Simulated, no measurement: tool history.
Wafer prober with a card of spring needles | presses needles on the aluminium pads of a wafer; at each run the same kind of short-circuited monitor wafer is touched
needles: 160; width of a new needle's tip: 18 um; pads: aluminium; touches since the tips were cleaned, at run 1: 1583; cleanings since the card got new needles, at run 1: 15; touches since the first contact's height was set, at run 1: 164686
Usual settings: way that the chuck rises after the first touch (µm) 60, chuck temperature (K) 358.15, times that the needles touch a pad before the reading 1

run	hour	way that the chuck rises after the first touch (µm)	chuck temperature (K)	times that the needles touch a pad before the reading	touches since the tips were cleaned	cleanings since the card got new needles	touches since the first contact's height was set	resistance of one needle with its contact and lead (mohm)	way that a needle slides on the pad (µm)
1	0	60	358.15	1	1583	15	164686	192	12.68
2	25.5	60	358.15	1	6516	15	169619	193	12.72
# hour 39.5: tips cleaned on abrasive film
3	53.6	60	358.15	1	2725	16	175024	192	12.73
4	73.4	60	358.15	1	6548	16	178847	193	12.7
5	85.4	60	358.15	1	8868	16	181167	192	12.74
# hour 86.7: tips cleaned on abrasive film
6	110.6	43	358.15	1	4627	17	186022	198	9.13
7	132.2	43	358.15	1	8805	17	190200	200	9.15
# hour 135: tips cleaned on abrasive film
8	145.3	60	358.15	1	1992	18	192702	192	12.73
# hour 151: height of the first contact set anew
9	165	60	358.15	1	5744	18	2704	192	12.8
# hour 183.5: tips cleaned on abrasive film
10	184.6	60	358.15	1	204	19	6478	194	12.77
11	204.3	60	358.15	1	4017	19	10291	193	12.71
12	218.4	60	358.15	1	6729	19	13003	194	12.79
# hour 230: tips cleaned on abrasive film
13	237.8	60	358.15	1	1515	20	16748	192	12.77
14	254.7	68	358.15	1	4771	20	20004	190	14.44
# hour 276.4: tips cleaned on abrasive film
15	276.4	68	358.15	1	0	21	24172	190	14.42
16	297.8	60	358.15	2	4151	21	28323	192	12.72
17	313.6	60	358.15	1	7191	21	31363	193	12.7
# hour 323.6: tips cleaned on abrasive film
18	332.5	57	301.15	2	1713	22	34999	179	12.11
19	349.3	54	390.15	1	4971	22	38257	197	11.47
20	364.6	41	358.15	2	7927	22	41213	198	8.7
# hour 370.5: tips cleaned on abrasive film
21	384.8	80	299.15	3	2768	23	45101	179	16.95
22	406.7	63	356.15	2	6997	23	49330	193	13.37
# hour 417.3: tips cleaned on abrasive film
23	429.7	71	342.15	1	2403	24	53756	187	15.1
24	455.7	60	328.15	1	7420	24	58773	188	12.72
# hour 464.4: tips cleaned on abrasive film
25	477.7	50	328.15	1	2585	25	63013	188	10.58
26	492.1	47	327.15	2	5362	25	65790	192	9.95
# hour 511.8: tips cleaned on abrasive film
27	511.9	47	327.15	2	27	26	69599	191	9.93
28	531.7	60	358.15	2	3860	26	73432	193	12.72
29	547.5	60	358.15	2	6910	26	76482	194	12.73
# hour 558.6: tips cleaned on abrasive film
30	568.4	60	358.15	2	1905	27	80502	194	12.76
31	584.6	48	336.15	1	5034	27	83631	194	10.14
32	600.3	47	351.15	1	8072	27	86669	196	10.01
# hour 606.8: tips cleaned on abrasive film
33	612.5	66	328.15	1	1105	28	89006	186	14.01
34	635.5	40	328.15	2	5540	28	93441	188	8.51

Forecast each of these 4 alternatives for the next run:
# hour 653.5: tips cleaned on abrasive film
A	663.3	77	368.15	3	1892	29	98797	?	?
# hour 653.5: tips cleaned on abrasive film
B	663.3	72	325.15	2	1892	29	98797	?	?
# hour 653.5: tips cleaned on abrasive film
C	663.3	52	377.15	1	1892	29	98797	?	?
# hour 653.5: tips cleaned on abrasive film
D	663.3	73	358.15	1	1892	29	98797	?	?

run	resistance of one needle with its contact and lead (mohm)	way that a needle slides on the pad (µm)
A	193	16.29
B	185	15.28
C	201	11.03
D	192	15.43
Without the tool's hidden state the same runs would have given:
run	resistance of one needle with its contact and lead (mohm)	way that a needle slides on the pad (µm)
A	193	16.3
B	185	15.29
C	200	11.04
D	192	15.44
